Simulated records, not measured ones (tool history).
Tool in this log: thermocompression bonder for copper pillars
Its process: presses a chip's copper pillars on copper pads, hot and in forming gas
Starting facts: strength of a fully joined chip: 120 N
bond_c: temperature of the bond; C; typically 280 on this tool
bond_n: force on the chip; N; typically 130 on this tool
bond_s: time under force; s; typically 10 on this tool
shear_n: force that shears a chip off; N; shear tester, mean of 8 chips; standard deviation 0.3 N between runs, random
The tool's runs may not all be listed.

{"run": 1, "hour": 0.0, "bond_c": 280, "bond_n": 130, "bond_s": 10, "shear_n": 73.8}
{"run": 2, "hour": 19.1, "bond_c": 280, "bond_n": 130, "bond_s": 10, "shear_n": 73.1}
{"run": 3, "hour": 48.4, "bond_c": 280, "bond_n": 130, "bond_s": 10, "shear_n": 73.0}
{"run": 4, "hour": 79.0, "bond_c": 280, "bond_n": 130, "bond_s": 10, "shear_n": 81.0}
{"run": 5, "hour": 109.5, "bond_c": 280, "bond_n": 130, "bond_s": 10, "shear_n": 80.4}
{"run": 6, "hour": 125.8, "bond_c": 280, "bond_n": 163, "bond_s": 10, "shear_n": 91.4}
{"run": 7, "hour": 149.7, "bond_c": 280, "bond_n": 91, "bond_s": 10, "shear_n": 61.4}
{"run": 8, "hour": 169.2, "bond_c": 280, "bond_n": 91, "bond_s": 10, "shear_n": 61.5}
{"run": 9, "hour": 198.1, "bond_c": 280, "bond_n": 98, "bond_s": 25, "shear_n": 84.6}
{"run": 10, "hour": 212.5, "bond_c": 280, "bond_n": 98, "bond_s": 25, "shear_n": 84.4}
{"run": 11, "hour": 227.8, "bond_c": 292, "bond_n": 118, "bond_s": 5, "shear_n": 68.1}

Not shown here: 1 entry made in the log between runs. Locate each between two listed runs and compare the hidden state at the listed run before it with the hidden state at the listed run after it:
Between runs 3 and 4: heater calibrated with a thermocouple chip (hour 76.5)
  true temperature of the bond over the reading, C: -10.1 -> -0.5; force that reaches the chip, % of what is set: 105.8 -> 105.9; oxide that the forming gas leaves, % of the face: 1.17 -> 1.23
  measured value less the no-hidden-state value, shear_n: -5.1 -> +2.1 N
